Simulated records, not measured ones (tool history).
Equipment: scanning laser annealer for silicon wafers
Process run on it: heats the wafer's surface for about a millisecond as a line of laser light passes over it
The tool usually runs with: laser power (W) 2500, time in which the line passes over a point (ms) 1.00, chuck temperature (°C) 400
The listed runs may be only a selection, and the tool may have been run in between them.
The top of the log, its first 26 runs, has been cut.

run	hour	laser power (W)	time in which the line passes over a point (ms)	chuck temperature (°C)	highest temperature of the surface (°C)
27	1462.8	2190	1.23	375	1051
# hour 1518.8: optics aligned, line set to its width
28	1531.8	2444	1.23	385	1163
29	1588.3	2444	1.23	385	1157
# hour 1611.3: window over the wafer cleaned
30	1664.7	2314	0.83	429	1067
31	1708.5	2314	0.83	429	1065
32	1774.1	2314	0.83	429	1056
33	1813.3	2662	0.75	400	1107
34	1891.5	2662	0.75	400	1098
35	1964.2	2683	0.96	369	1146
36	2015.3	2683	0.96	369	1140
37	2094.2	2375	1.16	369	1085
# hour 2139.1: window over the wafer cleaned
38	2158.1	2163	1.00	400	1037
39	2191.1	2341	1.00	364	1060
40	2236.2	2341	1.00	364	1057

3 options for the next run, each taken on its own from the tool as it stands now. Forecast them:
A	2296.9	2341	1.13	364	?
B	2296.9	2554	1.00	428	?
C	2296.9	2696	1.00	364	?

run	highest temperature of the surface (°C)
A	1091
B	1187
C	1173
Without the tool's unlogged condition, the same runs would have read:
run	highest temperature of the surface (°C)
A	1113
B	1210
C	1197
